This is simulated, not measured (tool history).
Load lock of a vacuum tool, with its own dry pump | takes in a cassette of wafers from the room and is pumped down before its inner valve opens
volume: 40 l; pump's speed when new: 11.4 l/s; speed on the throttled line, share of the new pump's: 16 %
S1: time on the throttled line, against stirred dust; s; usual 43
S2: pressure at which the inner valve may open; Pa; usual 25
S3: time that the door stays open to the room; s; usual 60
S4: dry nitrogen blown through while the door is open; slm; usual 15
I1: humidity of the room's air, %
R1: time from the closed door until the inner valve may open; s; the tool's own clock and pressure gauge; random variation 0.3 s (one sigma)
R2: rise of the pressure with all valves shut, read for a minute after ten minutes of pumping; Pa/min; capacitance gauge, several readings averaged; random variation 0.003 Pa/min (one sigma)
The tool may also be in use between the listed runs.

{"run": 1, "day": 0.0, "S1": 43, "S2": 25, "S3": 60, "S4": 15, "I1": 49.2, "R1": 67.8, "R2": 0.061}
{"run": 2, "day": 12.662, "S1": 43, "S2": 25, "S3": 60, "S4": 15, "I1": 44.1, "R1": 68.3, "R2": 0.064}
{"run": 3, "day": 24.942, "S1": 43, "S2": 44, "S3": 60, "S4": 15, "I1": 46.2, "R1": 65.5, "R2": 0.067}
{"run": 4, "day": 40.904, "S1": 43, "S2": 25, "S3": 60, "S4": 15, "I1": 42.7, "R1": 68.7, "R2": 0.076}
{"run": 5, "day": 50.129, "S1": 43, "S2": 25, "S3": 60, "S4": 15, "I1": 42.5, "R1": 68.7, "R2": 0.077}
{"run": 6, "day": 62.575, "S1": 43, "S2": 25, "S3": 151, "S4": 15, "I1": 44.3, "R1": 68.4, "R2": 0.111}
{"run": 7, "day": 83.071, "S1": 43, "S2": 25, "S3": 151, "S4": 15, "I1": 45.8, "R1": 68.7, "R2": 0.119}
{"run": 8, "day": 95.204, "S1": 34, "S2": 25, "S3": 60, "S4": 15, "I1": 42.2, "R1": 62.3, "R2": 0.11}
{"run": 9, "day": 104.592, "S1": 43, "S2": 25, "S3": 60, "S4": 15, "I1": 43.5, "R1": 69.0, "R2": 0.119}
{"run": 10, "day": 120.692, "S1": 43, "S2": 25, "S3": 60, "S4": 15, "I1": 44.0, "R1": 69.0, "R2": 0.135}
{"run": 11, "day": 132.321, "S1": 43, "S2": 25, "S3": 60, "S4": 15, "I1": 45.0, "R1": 70.0, "R2": 0.147}
{"run": 12, "day": 147.954, "S1": 43, "S2": 25, "S3": 60, "S4": 15, "I1": 43.4, "R1": 69.4, "R2": 0.152}
{"run": 13, "day": 169.8, "S1": 52, "S2": 25, "S3": 60, "S4": 15, "I1": 43.6, "R1": 77.6, "R2": 0.176}
{"run": 14, "day": 182.454, "S1": 38, "S2": 25, "S3": 60, "S4": 15, "I1": 45.2, "R1": 66.6, "R2": 0.202}

Forecast run 15:
{"run": 15, "day": 194.429, "S1": 43, "S2": 22, "S3": 60, "S4": 15, "I1": 43.6, "R1": "?", "R2": "?"}

Run 15 gave R1 71.3 s, R2 0.206 Pa/min.
Without the tool's hidden state the same run would have given R1 65.8 s, R2 0.017 Pa/min.
